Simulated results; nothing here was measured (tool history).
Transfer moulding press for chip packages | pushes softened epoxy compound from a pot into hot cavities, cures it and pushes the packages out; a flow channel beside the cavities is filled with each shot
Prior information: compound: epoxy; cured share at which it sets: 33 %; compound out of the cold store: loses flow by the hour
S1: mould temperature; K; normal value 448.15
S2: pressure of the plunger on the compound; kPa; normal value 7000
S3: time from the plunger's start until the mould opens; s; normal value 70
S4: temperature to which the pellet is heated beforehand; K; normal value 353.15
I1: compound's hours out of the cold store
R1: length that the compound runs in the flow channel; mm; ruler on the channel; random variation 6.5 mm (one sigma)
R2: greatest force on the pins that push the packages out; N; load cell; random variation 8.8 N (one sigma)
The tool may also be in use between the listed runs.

run	hour	S1	S2	S3	S4	I1	R1	R2
1	0.0	448.15	7000	70	353.15	11.1	788	427
2	16.5	448.15	7000	70	353.15	30.6	706	517
3	27.5	448.15	7000	70	353.15	45.2	646	524
# hour 35.2: cavities cleaned with cleaning compound and waxed
4	46.2	448.15	7000	70	353.15	25.2	709	516
5	54.7	448.15	7000	70	353.15	27.2	714	535
# hour 71.1: cavities cleaned with cleaning compound and waxed
6	74.2	454.15	7000	70	353.15	28.5	696	332
7	86.8	454.15	7000	70	353.15	10.0	775	395
# hour 100.4: plunger's sealing rings changed
8	104.1	448.15	7000	70	353.15	14.6	812	600
# hour 109.8: cavities cleaned with cleaning compound and waxed
9	124.6	448.15	7000	70	353.15	25.1	749	499
# hour 145.4: cavities cleaned with cleaning compound and waxed
10	145.5	450.15	7000	70	353.15	32.6	711	358
11	164.4	448.15	7000	51	353.15	30.9	722	1267
# hour 180.1: cavities cleaned with cleaning compound and waxed
12	183.9	448.15	7000	51	353.15	12.8	801	1102
13	193.4	448.15	7000	51	353.15	16.2	799	1228
14	210.6	448.15	7000	51	353.15	35.1	700	1315
# hour 215.7: cavities cleaned with cleaning compound and waxed
15	222.2	448.15	8180	57	357.15	24.7	800	784
16	241.4	448.15	7000	72	344.15	40.2	681	534
# hour 250.6: cavities cleaned with cleaning compound and waxed
17	251.4	448.15	8350	65	353.15	8.6	887	570
18	263.4	445.15	8180	105	359.15	12.3	864	338
19	278.9	445.15	8180	105	359.15	38.8	752	388
# hour 285.7: cavities cleaned with cleaning compound and waxed
20	293.7	445.15	8180	105	359.15	36.7	750	328
21	303.8	454.15	8180	105	359.15	44.7	698	355
22	314.9	442.15	7000	70	349.15	22.2	753	891
# hour 320.5: cavities cleaned with cleaning compound and waxed
23	329.6	453.15	8550	70	346.15	22.7	810	388
24	342.9	448.15	7000	73	353.15	32.7	690	498
# hour 355.7: cavities cleaned with cleaning compound and waxed
25	355.7	450.15	7180	70	346.15	22.3	754	398
26	375.2	441.15	7000	62	353.15	8.0	823	1243
# hour 391.3: cavities cleaned with cleaning compound and waxed
27	394.7	441.15	7000	62	353.15	15.9	768	1033
# hour 417.0: plunger's sealing rings changed
28	417.0	452.15	7190	108	349.15	39.6	701	380

Here are 3 independent what-if runs from the current tool condition. What would each one return?
# hour 428.6: cavities cleaned with cleaning compound and waxed
A	432.4	452.15	7190	61	360.15	11.7	?	?
# hour 428.6: cavities cleaned with cleaning compound and waxed
B	432.4	450.15	7000	70	353.15	36.4	?	?
# hour 428.6: cavities cleaned with cleaning compound and waxed
C	432.4	444.15	7000	70	353.15	8.1	?	?

run	R1	R2
A	837	529
B	707	385
C	851	632
The same runs, with their run-to-run variation unchanged, on a tool lacking any hidden condition would have given:
run	R1	R2
A	837	449
B	707	335
C	851	531
